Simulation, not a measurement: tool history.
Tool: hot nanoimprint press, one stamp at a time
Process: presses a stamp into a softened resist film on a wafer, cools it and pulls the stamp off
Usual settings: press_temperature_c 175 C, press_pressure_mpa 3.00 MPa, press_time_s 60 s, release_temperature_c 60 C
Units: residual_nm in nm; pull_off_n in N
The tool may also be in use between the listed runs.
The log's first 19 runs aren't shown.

| run | hour | press_temperature_c | press_pressure_mpa | press_time_s | release_temperature_c | residual_nm | pull_off_n |
|---|---|---|---|---|---|---|---|
| 20 | 480.8 | 173 | 3.00 | 60 | 60 | 386.3 | 152 |
| 21 | 507.2 | 174 | 3.00 | 63 | 60 | 365.6 | 162 |
|  | 513.4 | plate thermocouple calibrated |
|  | 527.8 | stamp cleaned and given a new release coat |
| 22 | 539.4 | 185 | 4.68 | 63 | 60 | 172.0 | 100 |
| 23 | 573.8 | 175 | 2.69 | 60 | 64 | 359.3 | 89 |
| 24 | 604.0 | 166 | 2.52 | 56 | 60 | 522.4 | 107 |
| 25 | 624.5 | 177 | 1.94 | 78 | 58 | 350.0 | 120 |
| 26 | 649.9 | 177 | 1.94 | 78 | 58 | 351.6 | 118 |
| 27 | 674.5 | 177 | 1.94 | 78 | 58 | 351.5 | 128 |
| 28 | 709.7 | 177 | 1.94 | 78 | 58 | 352.7 | 132 |
| 29 | 734.4 | 175 | 2.35 | 43 | 60 | 426.8 | 133 |
| 30 | 752.1 | 176 | 3.00 | 60 | 56 | 333.2 | 147 |
| 31 | 776.8 | 175 | 2.53 | 60 | 62 | 372.4 | 130 |

Forecast each of these 3 alternatives for the next run:
| A | 812.0 | 175 | 4.46 | 108 | 62 | ? | ? |
| B | 812.0 | 181 | 3.66 | 60 | 58 | ? | ? |
| C | 812.0 | 175 | 2.53 | 119 | 50 | ? | ? |

| run | residual_nm | pull_off_n |
|---|---|---|
| A | 231.0 | 129 |
| B | 244.4 | 149 |
| C | 297.2 | 181 |
Without the tool's hidden state the same runs would have given:
| run | residual_nm | pull_off_n |
|---|---|---|
| A | 222.1 | 85 |
| B | 236.3 | 99 |
| C | 288.8 | 120 |
